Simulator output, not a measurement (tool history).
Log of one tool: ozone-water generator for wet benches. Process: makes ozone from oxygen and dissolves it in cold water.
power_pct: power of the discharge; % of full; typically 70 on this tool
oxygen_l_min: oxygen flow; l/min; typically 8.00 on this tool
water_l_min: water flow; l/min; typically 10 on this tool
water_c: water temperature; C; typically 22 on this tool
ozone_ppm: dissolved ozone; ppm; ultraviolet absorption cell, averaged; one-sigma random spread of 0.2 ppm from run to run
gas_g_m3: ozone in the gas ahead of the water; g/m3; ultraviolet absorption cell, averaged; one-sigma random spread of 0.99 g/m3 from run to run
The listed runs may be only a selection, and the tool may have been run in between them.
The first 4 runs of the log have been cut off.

run,hour,power_pct,oxygen_l_min,water_l_min,water_c,ozone_ppm,gas_g_m3
5,193.2,70,8.00,10,19,31.3,172.1
6,251.2,70,8.00,10,22,29.8,170.4
7,312.3,70,8.00,10,22,29.6,170.7
8,379.5,70,8.00,10,22,29.5,171.0
9,427.7,70,8.00,10,22,29.2,170.9
10,495.6,70,8.00,10,22,29.5,171.0
11,525.4,70,8.00,10,22,29.5,170.1
12,589.9,70,12.67,10,22,26.8,144.0
13,651.8,70,8.36,10,22,29.2,168.4
14,721.6,70,8.36,10,22,29.1,168.1
15,778.1,70,8.00,10,22,29.4,172.3
16,828.4,70,8.00,10,22,29.7,170.3
17,879.1,62,6.93,11,28,22.7,167.3
18,945.1,62,6.93,7,19,35.0,168.1
# hour 970.4: contactor cleaned
19,1019.1,67,8.00,15,22,22.7,165.4
20,1047.5,67,8.00,15,22,22.7,166.0
21,1093.5,67,8.00,15,22,22.8,166.9
22,1143.4,97,5.32,11,22,36.0,252.6
23,1179.5,66,5.19,10,22,29.7,192.7
24,1221.7,75,4.43,10,29,28.3,225.4
25,1261.2,100,5.99,10,29,33.0,244.6
26,1306.7,56,5.99,9,29,23.4,164.9

Run 27 has not been measured yet. What should we expect?
27,1368.2,70,8.00,13,16,?,?

ozone_ppm: 29.3 ppm
gas_g_m3: 169.8 g/m3
Were there no unlogged condition in the tool, this run, its random variation unchanged, would have produced ozone_ppm 29.4 ppm, gas_g_m3 170.2 g/m3.

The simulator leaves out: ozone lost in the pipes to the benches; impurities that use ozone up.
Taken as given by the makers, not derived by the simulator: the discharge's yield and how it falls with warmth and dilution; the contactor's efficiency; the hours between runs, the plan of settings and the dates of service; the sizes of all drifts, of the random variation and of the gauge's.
